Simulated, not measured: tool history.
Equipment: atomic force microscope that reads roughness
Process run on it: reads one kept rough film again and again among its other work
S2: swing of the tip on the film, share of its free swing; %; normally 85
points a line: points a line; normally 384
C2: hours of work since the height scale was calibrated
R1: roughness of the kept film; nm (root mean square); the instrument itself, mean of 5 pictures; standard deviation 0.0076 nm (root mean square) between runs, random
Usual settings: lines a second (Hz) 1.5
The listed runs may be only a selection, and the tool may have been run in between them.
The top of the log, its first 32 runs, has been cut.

-- hour=570 new tip fitted
run 33 hour=583.8 | lines_a_second_(Hz)=0.88 S2=72 points_a_line=378 | pictures_with_this_tip=14 C2=408 | R1=1.99
run 34 hour=598.3 | lines_a_second_(Hz)=2.45 S2=72 points_a_line=529 | pictures_with_this_tip=28 C2=413 | R1=1.85
run 35 hour=608.8 | lines_a_second_(Hz)=3.31 S2=90 points_a_line=357 | pictures_with_this_tip=39 C2=418 | R1=1.482
run 36 hour=619.7 | lines_a_second_(Hz)=1.91 S2=81 points_a_line=384 | pictures_with_this_tip=50 C2=422 | R1=1.799
run 37 hour=643.4 | lines_a_second_(Hz)=3.54 S2=88 points_a_line=700 | pictures_with_this_tip=74 C2=432 | R1=1.501
run 38 hour=656.6 | lines_a_second_(Hz)=3.54 S2=88 points_a_line=700 | pictures_with_this_tip=87 C2=437 | R1=1.508
run 39 hour=675.3 | lines_a_second_(Hz)=1.08 S2=88 points_a_line=700 | pictures_with_this_tip=106 C2=445 | R1=1.852
run 40 hour=694.7 | lines_a_second_(Hz)=1.67 S2=88 points_a_line=700 | pictures_with_this_tip=126 C2=452 | R1=1.753
run 41 hour=708.7 | lines_a_second_(Hz)=1.67 S2=88 points_a_line=654 | pictures_with_this_tip=140 C2=458 | R1=1.753
run 42 hour=720.2 | lines_a_second_(Hz)=1.67 S2=88 points_a_line=654 | pictures_with_this_tip=152 C2=463 | R1=1.76
run 43 hour=730.7 | lines_a_second_(Hz)=1.67 S2=88 points_a_line=654 | pictures_with_this_tip=162 C2=467 | R1=1.774
-- hour=732.4 new tip fitted
run 44 hour=743.8 | lines_a_second_(Hz)=1.7 S2=69 points_a_line=653 | pictures_with_this_tip=11 C2=472 | R1=1.927
run 45 hour=758.3 | lines_a_second_(Hz)=1.5 S2=57 points_a_line=342 | pictures_with_this_tip=26 C2=478 | R1=1.991
run 46 hour=773.1 | lines_a_second_(Hz)=1.5 S2=75 points_a_line=315 | pictures_with_this_tip=41 C2=484 | R1=1.902
run 47 hour=797.5 | lines_a_second_(Hz)=1.5 S2=71 points_a_line=845 | pictures_with_this_tip=65 C2=494 | R1=1.937
run 48 hour=808.8 | lines_a_second_(Hz)=1.5 S2=88 points_a_line=384 | pictures_with_this_tip=77 C2=499 | R1=1.784

Branching from run 48: 3 alternative next runs. What would each branch give?
run A hour=831.2 | lines_a_second_(Hz)=1.5 S2=88 points_a_line=539 | pictures_with_this_tip=99 C2=508 | R1=?
run B hour=831.2 | lines_a_second_(Hz)=1.5 S2=61 points_a_line=322 | pictures_with_this_tip=99 C2=508 | R1=?
run C hour=831.2 | lines_a_second_(Hz)=1.5 S2=60 points_a_line=384 | pictures_with_this_tip=99 C2=508 | R1=?

run=A R1=1.783
run=B R1=1.979
run=C R1=1.991
What these runs would have given with no unlogged condition in the tool:
run=A R1=1.787
run=B R1=1.984
run=C R1=1.996
